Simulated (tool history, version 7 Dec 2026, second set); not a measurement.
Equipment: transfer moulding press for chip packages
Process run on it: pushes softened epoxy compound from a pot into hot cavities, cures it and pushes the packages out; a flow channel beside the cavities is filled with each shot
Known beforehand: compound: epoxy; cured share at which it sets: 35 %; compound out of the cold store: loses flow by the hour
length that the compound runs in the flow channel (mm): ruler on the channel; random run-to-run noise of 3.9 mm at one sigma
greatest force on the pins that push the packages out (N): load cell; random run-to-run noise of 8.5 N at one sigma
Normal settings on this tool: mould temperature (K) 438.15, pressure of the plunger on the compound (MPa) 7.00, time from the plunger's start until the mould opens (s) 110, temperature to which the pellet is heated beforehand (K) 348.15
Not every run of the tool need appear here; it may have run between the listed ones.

run   hour  mould temperature (K)  pressure of the plunger on the compound (MPa)  time from the plunger's start until the mould opens (s)  temperature to which the pellet is heated beforehand (K)  incoming compound's hours out of the cold store  length that the compound runs in the flow channel (mm)  greatest force on the pins that push the packages out (N)
  1    0.0                 438.15                                           7.00                                                      110                                                    348.15                                             27.2                                                     632                                                        496
  2   10.2                 438.15                                           7.00                                                      110                                                    338.15                                             37.9                                                     609                                                        539
  3   19.1                 438.15                                           7.00                                                      110                                                    338.15                                             39.2                                                     609                                                        576
  4   31.7                 438.15                                           7.00                                                      110                                                    338.15                                             44.3                                                     599                                                        638
      38.8  -- plunger's sealing rings changed
      41.8  -- cavities cleaned with cleaning compound and waxed
  5   45.6                 432.15                                           7.00                                                      110                                                    348.15                                             26.3                                                     681                                                        908
  6   62.2                 432.15                                           7.00                                                      110                                                    348.15                                             37.2                                                     661                                                        946
      75.5  -- cavities cleaned with cleaning compound and waxed, once more
  7   75.5                 432.15                                           7.00                                                      110                                                    348.15                                             23.6                                                     679                                                        498
  8   91.2                 438.15                                           7.00                                                      110                                                    348.15                                             33.9                                                     643                                                        499
  9  110.0                 438.15                                           7.00                                                      110                                                    357.15                                             40.9                                                     638                                                        574
 10  126.4                 438.15                                           7.00                                                      110                                                    357.15                                             15.6                                                     663                                                        665
     129.9  -- cavities cleaned with cleaning compound and waxed
 11  143.4                 438.15                                           7.00                                                      110                                                    357.15                                             29.5                                                     634                                                        501
 12  158.1                 438.15                                           7.00                                                      110                                                    357.15                                             42.7                                                     621                                                        577
 13  178.0                 438.15                                           7.00                                                      110                                                    357.15                                             25.3                                                     641                                                        629
     183.4  -- cavities cleaned with cleaning compound and waxed
 14  189.5                 438.15                                           7.00                                                      110                                                    347.15                                             10.4                                                     662                                                        436
 15  200.1                 433.15                                           7.27                                                      120                                                    348.15                                             17.7                                                     684                                                        555
 16  218.1                 438.15                                           7.00                                                      134                                                    348.15                                             41.5                                                     602                                                        548
 17  233.5                 438.15                                           7.00                                                      134                                                    348.15                                             16.8                                                     648                                                        615
     238.1  -- cavities cleaned with cleaning compound and waxed
 18  245.2                 446.15                                           5.82                                                       99                                                    348.15                                             36.4                                                     539                                                        384
 19  262.2                 434.15                                           7.00                                                      138                                                    354.15                                             32.6                                                     629                                                        516
 20  276.2                 438.15                                           5.27                                                      110                                                    351.15                                             38.9                                                     526                                                        578
     281.5  -- plunger's sealing rings changed
 21  289.4                 438.15                                           5.27                                                      110                                                    351.15                                             18.4                                                     581                                                        627
     294.0  -- cavities cleaned with cleaning compound and waxed
 22  300.3                 445.15                                           8.06                                                      110                                                    351.15                                             23.0                                                     690                                                        371
     307.7  -- mould's thermocouples calibrated
 23  313.1                 445.15                                           8.06                                                      110                                                    351.15                                             44.5                                                     650                                                        471
 24  324.8                 445.15                                           7.35                                                      110                                                    351.15                                             33.3                                                     642                                                        526
 25  336.9                 438.15                                           8.00                                                      110                                                    349.15                                             46.4                                                     671                                                        615
     350.2  -- cavities cleaned with cleaning compound and waxed
 26  357.2                 438.15                                           5.64                                                      110                                                    349.15                                             10.1                                                     613                                                        478
 27  374.2                 442.15                                           8.03                                                       99                                                    349.15                                             33.6                                                     672                                                        552
 28  386.9                 445.15                                           7.33                                                      144                                                    348.15                                             46.7                                                     607                                                        565

What if the next run were any one of these 3? Each begins from the tool's condition after run 28:
  A  401.6                 438.15                                           5.45                                                      110                                                    348.15                                             21.9                                                       ?                                                          ?
  B  401.6                 438.15                                           8.73                                                      124                                                    340.15                                             30.0                                                       ?                                                          ?
  C  401.6                 436.15                                           7.20                                                      110                                                    348.15                                             30.1                                                       ?                                                          ?

run  length that the compound runs in the flow channel (mm)  greatest force on the pins that push the packages out (N)
  A                                                     577                                                        679
  B                                                     714                                                        622
  C                                                     661                                                        728
Had the tool no hidden state, the same runs would have come out as:
run  length that the compound runs in the flow channel (mm)  greatest force on the pins that push the packages out (N)
  A                                                     594                                                        379
  B                                                     734                                                        349
  C                                                     680                                                        412

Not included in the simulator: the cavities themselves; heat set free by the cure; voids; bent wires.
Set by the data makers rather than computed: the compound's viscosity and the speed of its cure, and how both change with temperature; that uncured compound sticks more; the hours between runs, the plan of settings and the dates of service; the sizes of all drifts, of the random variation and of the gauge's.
